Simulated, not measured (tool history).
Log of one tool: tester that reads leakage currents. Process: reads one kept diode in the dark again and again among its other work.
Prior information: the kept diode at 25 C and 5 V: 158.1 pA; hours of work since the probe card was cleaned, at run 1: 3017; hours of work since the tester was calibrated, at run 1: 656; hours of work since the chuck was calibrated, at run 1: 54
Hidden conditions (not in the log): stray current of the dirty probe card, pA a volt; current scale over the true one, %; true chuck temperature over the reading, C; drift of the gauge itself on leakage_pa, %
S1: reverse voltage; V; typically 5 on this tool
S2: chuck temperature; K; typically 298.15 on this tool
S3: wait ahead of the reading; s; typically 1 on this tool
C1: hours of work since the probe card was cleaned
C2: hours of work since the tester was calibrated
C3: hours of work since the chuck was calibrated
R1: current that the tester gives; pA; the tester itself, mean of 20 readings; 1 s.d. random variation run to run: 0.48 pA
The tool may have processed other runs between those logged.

{"run": 1, "hour": 0.0, "S1": 5, "S2": 298.15, "S3": 1, "C1": 3017, "C2": 656, "C3": 54, "R1": 159.13}
{"run": 2, "hour": 97.1, "S1": 5, "S2": 298.15, "S3": 1, "C1": 3073, "C2": 712, "C3": 109, "R1": 158.71}
{"run": 3, "hour": 226.5, "S1": 5, "S2": 298.15, "S3": 1, "C1": 3147, "C2": 786, "C3": 183, "R1": 159.09}
{"run": 4, "hour": 396.7, "S1": 5, "S2": 298.15, "S3": 1, "C1": 3244, "C2": 883, "C3": 281, "R1": 158.75}
{"run": 5, "hour": 513.6, "S1": 5, "S2": 298.15, "S3": 1, "C1": 3311, "C2": 950, "C3": 347, "R1": 158.71}
{"run": 6, "hour": 589.4, "S1": 5, "S2": 298.15, "S3": 1, "C1": 3354, "C2": 993, "C3": 391, "R1": 157.86}
{"hour": 653.7, "done": "probe card cleaned and baked"}
{"run": 7, "hour": 743.4, "S1": 5, "S2": 298.15, "S3": 1, "C1": 51, "C2": 1080, "C3": 477, "R1": 158.92}
{"run": 8, "hour": 900.9, "S1": 5, "S2": 330.15, "S3": 1, "C1": 141, "C2": 1170, "C3": 567, "R1": 1543.56}
{"run": 9, "hour": 1035.0, "S1": 8.25, "S2": 330.15, "S3": 1, "C1": 218, "C2": 1247, "C3": 644, "R1": 1988.06}
{"hour": 1069.2, "done": "chuck's temperature calibrated"}
{"run": 10, "hour": 1177.3, "S1": 5, "S2": 306.15, "S3": 1, "C1": 298, "C2": 1327, "C3": 62, "R1": 291.9}
{"run": 11, "hour": 1314.1, "S1": 19.53, "S2": 298.15, "S3": 1, "C1": 377, "C2": 1405, "C3": 140, "R1": 318.67}
{"run": 12, "hour": 1481.0, "S1": 7.35, "S2": 297.15, "S3": 1.56, "C1": 472, "C2": 1500, "C3": 235, "R1": 178.56}
{"run": 13, "hour": 1576.3, "S1": 4.9, "S2": 312.15, "S3": 7.54, "C1": 526, "C2": 1555, "C3": 290, "R1": 450.87}
{"run": 14, "hour": 1660.1, "S1": 4.9, "S2": 312.15, "S3": 7.54, "C1": 574, "C2": 1603, "C3": 338, "R1": 448.04}
{"run": 15, "hour": 1784.2, "S1": 4.9, "S2": 312.15, "S3": 7.54, "C1": 645, "C2": 1674, "C3": 409, "R1": 450.04}
{"run": 16, "hour": 1866.6, "S1": 4.9, "S2": 312.15, "S3": 7.54, "C1": 693, "C2": 1721, "C3": 456, "R1": 449.75}
{"run": 17, "hour": 1945.3, "S1": 4.9, "S2": 297.15, "S3": 2.27, "C1": 737, "C2": 1766, "C3": 501, "R1": 144.57}
{"run": 18, "hour": 2017.1, "S1": 1.12, "S2": 315.15, "S3": 4.03, "C1": 779, "C2": 1807, "C3": 542, "R1": 260.73}
{"run": 19, "hour": 2145.0, "S1": 10.07, "S2": 325.15, "S3": 5.46, "C1": 852, "C2": 1880, "C3": 615, "R1": 1583.08}
{"run": 20, "hour": 2219.4, "S1": 10.07, "S2": 295.15, "S3": 5.46, "C1": 894, "C2": 1923, "C3": 658, "R1": 179.38}
{"hour": 2233.5, "done": "chuck's temperature calibrated"}
{"run": 21, "hour": 2388.6, "S1": 5, "S2": 298.15, "S3": 2.96, "C1": 990, "C2": 2018, "C3": 89, "R1": 158.95}
{"run": 22, "hour": 2515.2, "S1": 1.16, "S2": 324.15, "S3": 3.7, "C1": 1062, "C2": 2091, "C3": 161, "R1": 491.8}

3 ways to go on from here, each from the tool as it stands after run 22. What would each give?
{"run": "A", "hour": 2610.8, "S1": 15.6, "S2": 296.15, "S3": 2.88, "C1": 1117, "C2": 2145, "C3": 216, "R1": "?"}
{"run": "B", "hour": 2610.8, "S1": 1.34, "S2": 315.15, "S3": 1, "C1": 1117, "C2": 2145, "C3": 216, "R1": "?"}
{"run": "C", "hour": 2610.8, "S1": 1.07, "S2": 324.15, "S3": 3.7, "C1": 1117, "C2": 2145, "C3": 216, "R1": "?"}

run=A R1=242.25
run=B R1=286.98
run=C R1=476.29
With no hidden state in the tool, these same runs would have given:
run=A R1=242.06
run=B R1=286.83
run=C R1=476.06
